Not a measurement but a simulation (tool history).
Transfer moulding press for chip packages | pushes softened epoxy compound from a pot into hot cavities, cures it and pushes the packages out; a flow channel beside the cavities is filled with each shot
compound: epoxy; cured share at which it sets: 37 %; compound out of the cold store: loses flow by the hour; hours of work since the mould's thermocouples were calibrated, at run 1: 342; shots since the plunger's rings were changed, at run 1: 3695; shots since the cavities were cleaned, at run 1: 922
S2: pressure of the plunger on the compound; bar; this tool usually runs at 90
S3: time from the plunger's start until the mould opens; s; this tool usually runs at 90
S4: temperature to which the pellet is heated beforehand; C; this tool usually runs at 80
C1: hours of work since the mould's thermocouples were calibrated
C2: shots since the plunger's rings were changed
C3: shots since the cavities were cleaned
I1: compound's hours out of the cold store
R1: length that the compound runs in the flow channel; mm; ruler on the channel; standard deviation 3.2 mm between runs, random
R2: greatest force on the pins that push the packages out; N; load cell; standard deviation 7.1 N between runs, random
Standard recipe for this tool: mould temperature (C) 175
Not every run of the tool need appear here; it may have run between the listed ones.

{"run": 1, "hour": 0.0, "mould temperature (C)": 175, "S2": 90, "S3": 90, "S4": 80, "C1": 342, "C2": 3695, "C3": 922, "I1": 45.7, "R1": 641, "R2": 565}
{"hour": 4.3, "done": "cavities cleaned with cleaning compound and waxed"}
{"run": 2, "hour": 18.4, "mould temperature (C)": 175, "S2": 90, "S3": 90, "S4": 80, "C1": 352, "C2": 3885, "C3": 159, "I1": 44.6, "R1": 638, "R2": 389}
{"run": 3, "hour": 44.0, "mould temperature (C)": 175, "S2": 90, "S3": 90, "S4": 89, "C1": 367, "C2": 4171, "C3": 445, "I1": 15, "R1": 704, "R2": 507}
{"run": 4, "hour": 59.9, "mould temperature (C)": 175, "S2": 90, "S3": 90, "S4": 89, "C1": 376, "C2": 4349, "C3": 623, "I1": 26, "R1": 675, "R2": 501}
{"run": 5, "hour": 79.5, "mould temperature (C)": 175, "S2": 90, "S3": 90, "S4": 80, "C1": 388, "C2": 4569, "C3": 843, "I1": 13.9, "R1": 706, "R2": 594}
{"hour": 88.6, "done": "cavities cleaned with cleaning compound and waxed"}
{"run": 6, "hour": 114.1, "mould temperature (C)": 175, "S2": 90, "S3": 90, "S4": 80, "C1": 407, "C2": 4940, "C3": 287, "I1": 29, "R1": 665, "R2": 442}
{"run": 7, "hour": 131.3, "mould temperature (C)": 175, "S2": 90, "S3": 107, "S4": 80, "C1": 417, "C2": 5131, "C3": 478, "I1": 11.9, "R1": 708, "R2": 378}
{"hour": 140.7, "done": "plunger's sealing rings changed"}
{"run": 8, "hour": 156.7, "mould temperature (C)": 175, "S2": 79.4, "S3": 90, "S4": 80, "C1": 431, "C2": 179, "C3": 735, "I1": 26, "R1": 656, "R2": 560}
{"hour": 161.2, "done": "mould's thermocouples calibrated"}
{"hour": 178.1, "done": "cavities cleaned with cleaning compound and waxed"}
{"run": 9, "hour": 189.6, "mould temperature (C)": 175, "S2": 72.3, "S3": 90, "S4": 80, "C1": 16, "C2": 509, "C3": 129, "I1": 27.9, "R1": 624, "R2": 387}
{"run": 10, "hour": 223.8, "mould temperature (C)": 175, "S2": 72.3, "S3": 90, "S4": 80, "C1": 36, "C2": 891, "C3": 511, "I1": 28.4, "R1": 613, "R2": 516}
{"run": 11, "hour": 239.1, "mould temperature (C)": 181, "S2": 90, "S3": 90, "S4": 80, "C1": 45, "C2": 1063, "C3": 683, "I1": 10, "R1": 720, "R2": 427}
{"hour": 264.0, "done": "cavities cleaned with cleaning compound and waxed"}
{"run": 12, "hour": 274.1, "mould temperature (C)": 181, "S2": 90, "S3": 90, "S4": 80, "C1": 64, "C2": 1438, "C3": 113, "I1": 45.6, "R1": 638, "R2": 280}
{"run": 13, "hour": 300.9, "mould temperature (C)": 181, "S2": 90, "S3": 90, "S4": 80, "C1": 80, "C2": 1738, "C3": 413, "I1": 22.6, "R1": 681, "R2": 370}
{"run": 14, "hour": 321.7, "mould temperature (C)": 181, "S2": 90, "S3": 90, "S4": 80, "C1": 92, "C2": 1970, "C3": 645, "I1": 22.1, "R1": 683, "R2": 410}
{"hour": 348.8, "done": "mould's thermocouples calibrated, once more"}
{"hour": 350.3, "done": "cavities cleaned with cleaning compound and waxed"}
{"run": 15, "hour": 353.9, "mould temperature (C)": 179, "S2": 87, "S3": 90, "S4": 80, "C1": 2, "C2": 2292, "C3": 40, "I1": 33.2, "R1": 646, "R2": 261}
{"run": 16, "hour": 388.0, "mould temperature (C)": 170, "S2": 83.8, "S3": 90, "S4": 71, "C1": 22, "C2": 2674, "C3": 422, "I1": 31, "R1": 655, "R2": 645}
{"run": 17, "hour": 417.4, "mould temperature (C)": 170, "S2": 83.8, "S3": 90, "S4": 71, "C1": 39, "C2": 3003, "C3": 751, "I1": 47, "R1": 616, "R2": 695}
{"hour": 435.2, "done": "cavities cleaned with cleaning compound and waxed"}
{"run": 18, "hour": 441.0, "mould temperature (C)": 170, "S2": 83.8, "S3": 90, "S4": 71, "C1": 52, "C2": 3251, "C3": 65, "I1": 10.2, "R1": 698, "R2": 520}
{"run": 19, "hour": 474.9, "mould temperature (C)": 170, "S2": 83.8, "S3": 90, "S4": 71, "C1": 72, "C2": 3630, "C3": 444, "I1": 31.2, "R1": 649, "R2": 681}
{"run": 20, "hour": 490.3, "mould temperature (C)": 168, "S2": 90, "S3": 76, "S4": 80, "C1": 81, "C2": 3802, "C3": 616, "I1": 39.7, "R1": 659, "R2": 1173}
{"run": 21, "hour": 505.4, "mould temperature (C)": 175, "S2": 77.1, "S3": 90, "S4": 80, "C1": 90, "C2": 3971, "C3": 785, "I1": 27.7, "R1": 622, "R2": 525}
{"hour": 520.5, "done": "cavities cleaned with cleaning compound and waxed"}
{"run": 22, "hour": 535.7, "mould temperature (C)": 180, "S2": 75.1, "S3": 85, "S4": 85, "C1": 107, "C2": 4294, "C3": 170, "I1": 17.1, "R1": 628, "R2": 332}
{"run": 23, "hour": 563.7, "mould temperature (C)": 180, "S2": 86.6, "S3": 102, "S4": 85, "C1": 123, "C2": 4608, "C3": 484, "I1": 34.9, "R1": 634, "R2": 340}
{"run": 24, "hour": 585.1, "mould temperature (C)": 169, "S2": 90, "S3": 83, "S4": 87, "C1": 136, "C2": 4847, "C3": 723, "I1": 47.6, "R1": 634, "R2": 866}
{"hour": 604.8, "done": "cavities cleaned with cleaning compound and waxed"}
{"run": 25, "hour": 613.8, "mould temperature (C)": 170, "S2": 90, "S3": 89, "S4": 87, "C1": 152, "C2": 5151, "C3": 100, "I1": 38.7, "R1": 651, "R2": 499}
{"hour": 622.0, "done": "plunger's sealing rings changed"}
{"run": 26, "hour": 640.5, "mould temperature (C)": 169, "S2": 90, "S3": 114, "S4": 87, "C1": 166, "C2": 208, "C3": 372, "I1": 18.7, "R1": 725, "R2": 398}
{"run": 27, "hour": 673.4, "mould temperature (C)": 169, "S2": 69.9, "S3": 80, "S4": 74, "C1": 185, "C2": 576, "C3": 740, "I1": 14.5, "R1": 646, "R2": 1157}

What if the next run were any one of these 4? Each begins from the tool's condition after run 27:
{"hour": 691.6, "done": "cavities cleaned with cleaning compound and waxed"}
{"run": "A", "hour": 692.9, "mould temperature (C)": 169, "S2": 74.7, "S3": 88, "S4": 74, "C1": 196, "C2": 777, "C3": 14, "I1": 36.8, "R1": "?", "R2": "?"}
{"hour": 691.6, "done": "cavities cleaned with cleaning compound and waxed"}
{"run": "B", "hour": 692.9, "mould temperature (C)": 167, "S2": 69.9, "S3": 80, "S4": 71, "C1": 196, "C2": 777, "C3": 14, "I1": 10.2, "R1": "?", "R2": "?"}
{"hour": 691.6, "done": "cavities cleaned with cleaning compound and waxed"}
{"run": "C", "hour": 692.9, "mould temperature (C)": 182, "S2": 69.9, "S3": 85, "S4": 88, "C1": 196, "C2": 777, "C3": 14, "I1": 16.6, "R1": "?", "R2": "?"}
{"hour": 691.6, "done": "cavities cleaned with cleaning compound and waxed"}
{"run": "D", "hour": 692.9, "mould temperature (C)": 171, "S2": 69.9, "S3": 101, "S4": 74, "C1": 196, "C2": 777, "C3": 14, "I1": 42.6, "R1": "?", "R2": "?"}

run=A R1=623 R2=503
run=B R1=656 R2=771
run=C R1=617 R2=243
run=D R1=580 R2=311
What these runs would have given with no unlogged condition in the tool:
run=A R1=625 R2=474
run=B R1=659 R2=732
run=C R1=620 R2=233
run=D R1=582 R2=295

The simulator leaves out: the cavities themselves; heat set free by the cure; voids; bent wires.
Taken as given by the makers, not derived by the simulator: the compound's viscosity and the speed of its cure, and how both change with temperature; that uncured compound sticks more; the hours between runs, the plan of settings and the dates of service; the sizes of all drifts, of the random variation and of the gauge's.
